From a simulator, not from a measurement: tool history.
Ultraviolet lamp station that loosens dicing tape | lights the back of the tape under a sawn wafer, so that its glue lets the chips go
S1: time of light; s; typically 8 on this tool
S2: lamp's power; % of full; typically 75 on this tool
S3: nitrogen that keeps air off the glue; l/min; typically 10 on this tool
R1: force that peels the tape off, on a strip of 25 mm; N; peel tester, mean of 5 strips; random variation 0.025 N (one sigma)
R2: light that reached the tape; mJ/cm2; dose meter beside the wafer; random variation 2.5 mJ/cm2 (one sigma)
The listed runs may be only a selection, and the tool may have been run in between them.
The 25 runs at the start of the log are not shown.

{"run": 26, "hour": 222.1, "S1": 4, "S2": 92, "S3": 10, "R1": 3.19, "R2": 165}
{"run": 27, "hour": 228.8, "S1": 4, "S2": 92, "S3": 10, "R1": 3.241, "R2": 167}
{"run": 28, "hour": 240.2, "S1": 9, "S2": 85, "S3": 10, "R1": 0.966, "R2": 342}
{"run": 29, "hour": 249.3, "S1": 8, "S2": 75, "S3": 15, "R1": 1.279, "R2": 271}
{"run": 30, "hour": 258.5, "S1": 6, "S2": 75, "S3": 10, "R1": 2.557, "R2": 201}
{"run": 31, "hour": 269.5, "S1": 8, "S2": 75, "S3": 12, "R1": 1.425, "R2": 269}
{"run": 32, "hour": 276.5, "S1": 6, "S2": 81, "S3": 9, "R1": 2.344, "R2": 217}
{"run": 33, "hour": 288.4, "S1": 6, "S2": 81, "S3": 9, "R1": 2.32, "R2": 217}
{"run": 34, "hour": 298.4, "S1": 6, "S2": 81, "S3": 9, "R1": 2.389, "R2": 211}
{"run": 35, "hour": 309.9, "S1": 8, "S2": 60, "S3": 19, "R1": 1.731, "R2": 212}
{"run": 36, "hour": 317.2, "S1": 8, "S2": 60, "S3": 19, "R1": 1.755, "R2": 214}
{"run": 37, "hour": 323.5, "S1": 9, "S2": 75, "S3": 5, "R1": 1.907, "R2": 298}
{"run": 38, "hour": 334.6, "S1": 9, "S2": 75, "S3": 5, "R1": 2.006, "R2": 293}
{"run": 39, "hour": 345.1, "S1": 9, "S2": 75, "S3": 5, "R1": 1.993, "R2": 292}
{"run": 40, "hour": 351.3, "S1": 10, "S2": 75, "S3": 10, "R1": 1.052, "R2": 332}
{"run": 41, "hour": 357.7, "S1": 10, "S2": 75, "S3": 10, "R1": 1.061, "R2": 327}
{"run": 42, "hour": 367.3, "S1": 8, "S2": 82, "S3": 10, "R1": 1.418, "R2": 285}
{"run": 43, "hour": 377.1, "S1": 8, "S2": 82, "S3": 10, "R1": 1.337, "R2": 286}

Forecast each of these 3 alternatives for the next run:
{"run": "A", "hour": 384.4, "S1": 4, "S2": 85, "S3": 14, "R1": "?", "R2": "?"}
{"run": "B", "hour": 384.4, "S1": 12, "S2": 75, "S3": 3, "R1": "?", "R2": "?"}
{"run": "C", "hour": 384.4, "S1": 8, "S2": 75, "S3": 10, "R1": "?", "R2": "?"}

run=A R1=3.285 R2=147
run=B R1=1.703 R2=390
run=C R1=1.659 R2=259
With no hidden state in the tool, these same runs would have given:
run=A R1=2.701 R2=172
run=B R1=1.286 R2=454
run=C R1=1.248 R2=301
